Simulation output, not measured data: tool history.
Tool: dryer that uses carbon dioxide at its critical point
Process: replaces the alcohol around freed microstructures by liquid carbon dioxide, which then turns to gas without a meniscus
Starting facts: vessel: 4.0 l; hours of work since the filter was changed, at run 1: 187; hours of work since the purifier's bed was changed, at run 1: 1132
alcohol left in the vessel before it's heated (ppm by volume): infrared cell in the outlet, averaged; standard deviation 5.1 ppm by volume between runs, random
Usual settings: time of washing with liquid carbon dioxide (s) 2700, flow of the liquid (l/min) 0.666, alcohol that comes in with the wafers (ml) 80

run,hour,time of washing with liquid carbon dioxide (s),flow of the liquid (l/min),alcohol that comes in with the wafers (ml),hours of work since the filter was changed,hours of work since the purifier's bed was changed,alcohol left in the vessel before it's heated (ppm by volume)
1,0,2700,0.666,80,187,1132,331
2,26.7,2700,0.666,80,207,1152,359
3,62.7,2700,0.528,80,235,1180,639
# hour 68.7: purifier's bed changed
4,88.6,2700,0.528,80,253,15,452
5,122.3,2700,1.084,80,279,42,23
# hour 139.3: inlet filter changed
6,150.6,2700,0.666,114,9,63,123
7,178.8,2700,0.666,80,31,85,96
8,208.8,2700,0.501,80,54,108,348
9,232,2700,0.666,80,72,126,121
10,252,2700,0.666,80,87,141,136
11,277.3,2700,0.666,80,107,161,142
12,309.6,2700,0.666,42,132,186,99
13,339.6,2700,0.666,42,155,209,102
14,374.9,2700,0.666,42,183,237,125
15,409.6,3840,0.636,90,210,264,85
16,441.2,3840,0.636,90,234,288,91
17,458.1,3840,0.636,90,247,301,94
18,475.3,3840,0.636,90,261,314,93
19,507.4,2760,0.487,44,285,339,394
# hour 516.8: inlet filter changed
20,537.7,2760,0.487,44,16,362,235
21,569.1,2460,0.666,35,41,386,131
22,597.7,1800,0.821,103,63,409,392
23,612.4,2460,0.994,52,74,420,96

Each row is a separate what-if for the run after 23, all from the same tool condition, not one after another. Results?
A,634.4,3720,0.994,24,91,437,?
B,634.4,1680,1.062,25,91,437,?
C,634.4,2700,0.406,64,91,437,?

run,alcohol left in the vessel before it's heated (ppm by volume)
A,86
B,125
C,711
The same runs, with their run-to-run variation unchanged, on a tool lacking any hidden condition would have given:
run,alcohol left in the vessel before it's heated (ppm by volume)
A,3
B,32
C,511
